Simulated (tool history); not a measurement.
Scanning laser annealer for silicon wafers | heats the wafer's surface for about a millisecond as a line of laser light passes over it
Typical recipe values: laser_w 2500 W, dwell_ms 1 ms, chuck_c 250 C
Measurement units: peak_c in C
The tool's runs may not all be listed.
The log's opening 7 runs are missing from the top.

run   hour  laser_w  dwell_ms  chuck_c  peak_c
  8   44.2     2500         1      261    1068
  9   49.4     2500      0.96      250    1039
 10   55.7     2500         1      262    1066
 11   60.9     2500         1      250    1055
 12   66.6     2500         1      250    1054
      76.7  -- optics aligned, line set to its width
 13   80.1     2500         1      250    1058
 14   84.9     2500      0.86      250    1001
 15   89.2     2500      0.86      250    1003
 16   93.5     2500      0.86      250    1002
 17   98.7     2500      0.86      250    1005
 18  107.4     2228         1      250     944
 19  115.1     2228         1      250     946
 20  122.3     2228         1      250     949
 21  127.8     2500         1      250    1055
 22  136.8     2500         1      250    1053
 23  141.4     2477         1      237    1029
 24    150     2151         1      231     899
 25  156.3     2373         1      223     979
 26  162.2     2373         1      223     978
 27  169.7     2382      0.94      242     981

Predict the results of run 28:
 28  175.4     2605      0.85      250       ?

peak_c: 1041 C
Had the tool carried no hidden state, the very same run would have given peak_c 1042 C.

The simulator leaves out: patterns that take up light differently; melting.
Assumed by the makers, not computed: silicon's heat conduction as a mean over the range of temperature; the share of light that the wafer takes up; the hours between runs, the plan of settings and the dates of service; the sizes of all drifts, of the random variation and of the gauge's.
